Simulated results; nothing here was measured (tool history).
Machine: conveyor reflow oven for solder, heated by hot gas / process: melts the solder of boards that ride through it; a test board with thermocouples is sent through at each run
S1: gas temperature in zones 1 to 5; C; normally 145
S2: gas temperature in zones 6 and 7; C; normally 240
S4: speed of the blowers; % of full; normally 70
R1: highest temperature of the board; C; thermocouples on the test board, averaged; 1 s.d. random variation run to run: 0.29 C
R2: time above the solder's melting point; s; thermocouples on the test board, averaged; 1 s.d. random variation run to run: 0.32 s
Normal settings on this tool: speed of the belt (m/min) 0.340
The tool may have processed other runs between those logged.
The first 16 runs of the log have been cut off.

Run 17, day 4.204: usual settings but S2 252 C, speed of the belt (m/min) 0.358. Result: R1 231.2 C, R2 89.8 s.
Run 18, day 4.396: usual settings but S1 143 C, S2 232 C, speed of the belt (m/min) 0.358. Result: R1 213.8 C, R2 73.0 s.
Run 19, day 4.675: usual settings but S1 143 C, S2 232 C, speed of the belt (m/min) 0.358. Result: R1 214.4 C, R2 73.1 s.
Run 20, day 4.879: usual settings but S2 228 C, S4 64 % of full. Result: R1 210.6 C, R2 73.6 s.
Run 21, day 5.171: usual settings but S1 143 C, S2 249 C, speed of the belt (m/min) 0.392. Result: R1 224.4 C, R2 76.5 s.
Run 22, day 5.471: usual settings but S1 158 C, S2 245 C, speed of the belt (m/min) 0.333, S4 69 % of full. Result: R1 229.4 C, R2 103.3 s.
Run 23, day 5.704: usual settings but S2 234 C, speed of the belt (m/min) 0.270. Result: R1 223.6 C, R2 113.7 s.
Run 24, day 6.008: usual settings but S2 245 C, speed of the belt (m/min) 0.321, S4 55 % of full. Result: R1 222.7 C, R2 92.3 s.
Run 25, day 6.392: usual settings but S2 229 C, speed of the belt (m/min) 0.345, S4 80 % of full. Result: R1 216.1 C, R2 80.2 s.
Run 26, day 6.671: usual settings but S1 156 C, speed of the belt (m/min) 0.410. Result: R1 218.7 C, R2 74.7 s.
Run 27, day 7.058: usual settings but S1 156 C, speed of the belt (m/min) 0.396. Result: R1 220.3 C, R2 77.9 s.
Run 28, day 7.412: usual settings but S4 68 % of full. Result: R1 221.6 C, R2 86.9 s.
Run 29, day 7.650: usual settings but speed of the belt (m/min) 0.288, S4 74 % of full. Result: R1 229.0 C, R2 110.2 s.
Run 30, day 7.842: usual settings but speed of the belt (m/min) 0.288, S4 74 % of full. Result: R1 228.8 C, R2 110.5 s.

Forecast each of these 3 alternatives for the next run:
Run A, day 8.017: usual settings but S2 231 C, speed of the belt (m/min) 0.323, S4 53 % of full. Result: R1 ?, R2 ?.
Run B, day 8.017: usual settings but S1 137 C, S2 246 C, speed of the belt (m/min) 0.288, S4 79 % of full. Result: R1 ?, R2 ?.
Run C, day 8.017: usual settings but S1 130 C, speed of the belt (m/min) 0.326, S4 72 % of full. Result: R1 ?, R2 ?.

run     R1     R2
  A  210.1   75.6
  B  234.4  111.0
  C  222.5   84.2
Had the tool no hidden state, the same runs would have come out as:
run     R1     R2
  A  210.1   75.7
  B  234.5  111.0
  C  222.6   84.2
